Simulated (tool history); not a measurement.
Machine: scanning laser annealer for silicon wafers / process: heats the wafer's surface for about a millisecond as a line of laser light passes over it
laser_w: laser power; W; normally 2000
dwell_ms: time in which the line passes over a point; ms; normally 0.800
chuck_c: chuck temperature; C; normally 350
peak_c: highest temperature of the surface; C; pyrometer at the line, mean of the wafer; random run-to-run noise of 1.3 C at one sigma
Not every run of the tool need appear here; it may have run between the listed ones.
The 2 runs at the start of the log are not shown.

run,hour,laser_w,dwell_ms,chuck_c,peak_c
3,38.0,2000,0.800,350,1053
4,63.2,2000,0.800,350,1051
5,82.5,2000,0.800,350,1051
6,93.8,2000,0.800,321,1022
7,117.8,2000,0.800,350,1054
8,131.5,2000,0.800,350,1053
9,148.6,2000,0.800,350,1051
10,160.3,2000,0.800,336,1037
11,178.3,2000,0.800,350,1053
12,201.1,1776,0.800,350,979
13,218.8,1776,0.800,350,981
14,242.0,1776,0.800,350,981
15,255.8,2000,0.800,310,1012
16,267.8,2000,0.800,310,1012
17,289.5,2000,0.800,326,1026
18,309.4,2000,0.800,350,1051
19,321.8,2000,0.800,350,1052
20,333.8,2000,0.800,350,1054
21,354.1,2016,0.918,386,1141
22,371.4,2016,0.918,386,1140
23,389.5,1880,0.966,387,1114
24,400.7,1880,0.966,387,1113

What will run 25 give?
25,422.8,2163,0.800,350,?

{"run 25": {"peak_c": 1104}}
Had the tool carried no hidden state, the very same run would have given peak_c 1104 C.

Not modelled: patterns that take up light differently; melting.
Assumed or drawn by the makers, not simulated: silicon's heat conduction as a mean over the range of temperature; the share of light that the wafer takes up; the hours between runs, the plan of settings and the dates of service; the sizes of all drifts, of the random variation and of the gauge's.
